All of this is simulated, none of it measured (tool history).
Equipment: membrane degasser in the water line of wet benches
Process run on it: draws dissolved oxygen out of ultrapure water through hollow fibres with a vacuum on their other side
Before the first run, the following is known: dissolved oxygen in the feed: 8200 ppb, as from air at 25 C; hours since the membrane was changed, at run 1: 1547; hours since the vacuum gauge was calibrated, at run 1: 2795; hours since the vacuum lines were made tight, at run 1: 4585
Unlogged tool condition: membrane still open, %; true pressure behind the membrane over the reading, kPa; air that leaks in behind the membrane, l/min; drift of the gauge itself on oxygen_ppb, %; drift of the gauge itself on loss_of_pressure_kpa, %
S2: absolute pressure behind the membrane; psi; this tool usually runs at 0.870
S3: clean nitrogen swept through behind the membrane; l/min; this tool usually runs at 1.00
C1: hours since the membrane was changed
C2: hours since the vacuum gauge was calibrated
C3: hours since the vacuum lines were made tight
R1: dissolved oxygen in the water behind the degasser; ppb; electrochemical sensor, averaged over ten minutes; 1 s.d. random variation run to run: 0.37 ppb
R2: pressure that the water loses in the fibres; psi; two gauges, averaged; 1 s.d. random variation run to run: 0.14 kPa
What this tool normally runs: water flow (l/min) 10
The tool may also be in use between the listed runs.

run 1 hour=0.0 | water_flow_(l/min)=10 S2=0.870 S3=1.00 | C1=1547 C2=2795 C3=4585 | R1=77.3 R2=5.422
run 2 hour=52.0 | water_flow_(l/min)=10 S2=0.870 S3=1.00 | C1=1599 C2=2847 C3=4637 | R1=77.7 R2=5.407
run 3 hour=84.9 | water_flow_(l/min)=10 S2=0.870 S3=1.00 | C1=1632 C2=2880 C3=4670 | R1=77.4 R2=5.403
run 4 hour=151.6 | water_flow_(l/min)=10 S2=1.591 S3=1.00 | C1=1699 C2=2947 C3=4737 | R1=192.5 R2=5.432
run 5 hour=188.6 | water_flow_(l/min)=10 S2=1.591 S3=1.00 | C1=1736 C2=2984 C3=4774 | R1=192.6 R2=5.381
run 6 hour=228.0 | water_flow_(l/min)=10 S2=1.591 S3=1.00 | C1=1775 C2=3023 C3=4813 | R1=192.7 R2=5.391
run 7 hour=284.0 | water_flow_(l/min)=10 S2=1.591 S3=1.00 | C1=1831 C2=3079 C3=4869 | R1=191.8 R2=5.416
run 8 hour=312.5 | water_flow_(l/min)=10 S2=1.591 S3=1.00 | C1=1860 C2=3108 C3=4898 | R1=190.9 R2=5.411
run 9 hour=361.8 | water_flow_(l/min)=12 S2=0.870 S3=1.00 | C1=1909 C2=3157 C3=4947 | R1=101.4 R2=6.530
run 10 hour=399.4 | water_flow_(l/min)=12 S2=0.870 S3=0.57 | C1=1947 C2=3195 C3=4985 | R1=153.1 R2=6.501
run 11 hour=434.8 | water_flow_(l/min)=10 S2=0.870 S3=1.00 | C1=1982 C2=3230 C3=5020 | R1=77.6 R2=5.407
-- hour=464.1 vacuum gauge calibrated
run 12 hour=494.8 | water_flow_(l/min)=10 S2=0.870 S3=1.00 | C1=2042 C2=31 C3=5080 | R1=76.8 R2=5.422
run 13 hour=554.0 | water_flow_(l/min)=10 S2=1.394 S3=1.00 | C1=2101 C2=90 C3=5139 | R1=160.6 R2=5.394
run 14 hour=581.7 | water_flow_(l/min)=10 S2=1.394 S3=1.00 | C1=2129 C2=118 C3=5167 | R1=159.9 R2=5.430
run 15 hour=627.9 | water_flow_(l/min)=9 S2=0.748 S3=0.96 | C1=2175 C2=164 C3=5213 | R1=50.7 R2=4.899
run 16 hour=661.3 | water_flow_(l/min)=10 S2=1.043 S3=1.09 | C1=2208 C2=197 C3=5246 | R1=98.0 R2=5.394
run 17 hour=726.6 | water_flow_(l/min)=10 S2=1.613 S3=0.97 | C1=2274 C2=263 C3=5311 | R1=198.4 R2=5.417
run 18 hour=785.0 | water_flow_(l/min)=12 S2=0.946 S3=2.23 | C1=2332 C2=321 C3=5370 | R1=67.4 R2=6.477
run 19 hour=845.7 | water_flow_(l/min)=7 S2=1.843 S3=1.29 | C1=2393 C2=382 C3=5431 | R1=125.9 R2=3.794
run 20 hour=884.0 | water_flow_(l/min)=7 S2=1.843 S3=1.29 | C1=2431 C2=420 C3=5469 | R1=126.3 R2=3.768
run 21 hour=946.8 | water_flow_(l/min)=10 S2=1.504 S3=1.00 | C1=2494 C2=483 C3=5532 | R1=178.7 R2=5.413
run 22 hour=1004.9 | water_flow_(l/min)=10 S2=0.548 S3=1.31 | C1=2552 C2=541 C3=5590 | R1=22.1 R2=5.391
run 23 hour=1047.1 | water_flow_(l/min)=12 S2=0.548 S3=0.47 | C1=2594 C2=583 C3=5632 | R1=55.9 R2=6.506
run 24 hour=1081.9 | water_flow_(l/min)=12 S2=0.548 S3=0.47 | C1=2629 C2=618 C3=5667 | R1=55.9 R2=6.541
run 25 hour=1112.0 | water_flow_(l/min)=12 S2=0.548 S3=2.66 | C1=2659 C2=648 C3=5697 | R1=30.3 R2=6.485
run 26 hour=1152.6 | water_flow_(l/min)=12 S2=0.819 S3=1.21 | C1=2700 C2=688 C3=5737 | R1=81.4 R2=6.543
run 27 hour=1214.1 | water_flow_(l/min)=9 S2=1.739 S3=0.88 | C1=2761 C2=750 C3=5799 | R1=215.2 R2=4.853

Across each entry between runs, compare the hidden state at the last listed run before it with the hidden state at the first listed run after it:
After run 11, before run 12: vacuum gauge calibrated (hour 464.1)
  the hidden state is the same at both runs

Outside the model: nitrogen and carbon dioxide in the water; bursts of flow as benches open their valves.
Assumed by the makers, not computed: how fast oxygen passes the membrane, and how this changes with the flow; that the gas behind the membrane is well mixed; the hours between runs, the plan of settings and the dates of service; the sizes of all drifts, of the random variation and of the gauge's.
